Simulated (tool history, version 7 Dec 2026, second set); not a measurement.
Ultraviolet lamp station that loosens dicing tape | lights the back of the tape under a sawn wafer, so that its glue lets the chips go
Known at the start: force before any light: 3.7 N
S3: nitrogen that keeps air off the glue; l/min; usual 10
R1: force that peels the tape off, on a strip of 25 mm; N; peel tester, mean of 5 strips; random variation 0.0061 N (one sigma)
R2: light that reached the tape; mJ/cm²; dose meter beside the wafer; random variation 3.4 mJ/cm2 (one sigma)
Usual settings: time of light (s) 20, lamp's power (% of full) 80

run 1 hour=0.0 | time_of_light_(s)=20 lamp's_power_(%_of_full)=80 S3=10 | R1=0.215 R2=462
run 2 hour=22.0 | time_of_light_(s)=20 lamp's_power_(%_of_full)=80 S3=10 | R1=0.228 R2=459
run 3 hour=41.6 | time_of_light_(s)=26 lamp's_power_(%_of_full)=80 S3=10 | R1=0.157 R2=581
run 4 hour=64.8 | time_of_light_(s)=26 lamp's_power_(%_of_full)=80 S3=10 | R1=0.155 R2=575
run 5 hour=87.4 | time_of_light_(s)=26 lamp's_power_(%_of_full)=80 S3=10 | R1=0.169 R2=573
run 6 hour=105.5 | time_of_light_(s)=15 lamp's_power_(%_of_full)=80 S3=10 | R1=0.377 R2=333
run 7 hour=125.6 | time_of_light_(s)=20 lamp's_power_(%_of_full)=80 S3=10 | R1=0.244 R2=425
-- hour=128.0 window cleaned of glue's vapour
run 8 hour=154.0 | time_of_light_(s)=20 lamp's_power_(%_of_full)=80 S3=4 | R1=0.478 R2=423
run 9 hour=181.1 | time_of_light_(s)=18 lamp's_power_(%_of_full)=73 S3=10 | R1=0.361 R2=340
run 10 hour=203.2 | time_of_light_(s)=25 lamp's_power_(%_of_full)=73 S3=15 | R1=0.176 R2=458
run 11 hour=224.7 | time_of_light_(s)=25 lamp's_power_(%_of_full)=73 S3=15 | R1=0.179 R2=454
run 12 hour=241.2 | time_of_light_(s)=25 lamp's_power_(%_of_full)=73 S3=15 | R1=0.184 R2=449
run 13 hour=259.1 | time_of_light_(s)=36 lamp's_power_(%_of_full)=62 S3=5 | R1=0.250 R2=541
-- hour=272.5 window cleaned of glue's vapour, once more
run 14 hour=277.4 | time_of_light_(s)=18 lamp's_power_(%_of_full)=62 S3=8 | R1=0.454 R2=321
run 15 hour=298.0 | time_of_light_(s)=18 lamp's_power_(%_of_full)=98 S3=8 | R1=0.228 R2=501

3 ways to go on from here, each from the tool as it stands after run 15. What would each give?
run A hour=328.5 | time_of_light_(s)=22 lamp's_power_(%_of_full)=80 S3=7 | R1=? R2=?
run B hour=328.5 | time_of_light_(s)=26 lamp's_power_(%_of_full)=73 S3=10 | R1=? R2=?
run C hour=328.5 | time_of_light_(s)=18 lamp's_power_(%_of_full)=98 S3=5 | R1=? R2=?

run=A R1=0.248 R2=486
run=B R1=0.173 R2=528
run=C R1=0.310 R2=492
Without the tool's hidden state the same runs would have given:
run=A R1=0.184 R2=599
run=B R1=0.143 R2=651
run=C R1=0.221 R2=606
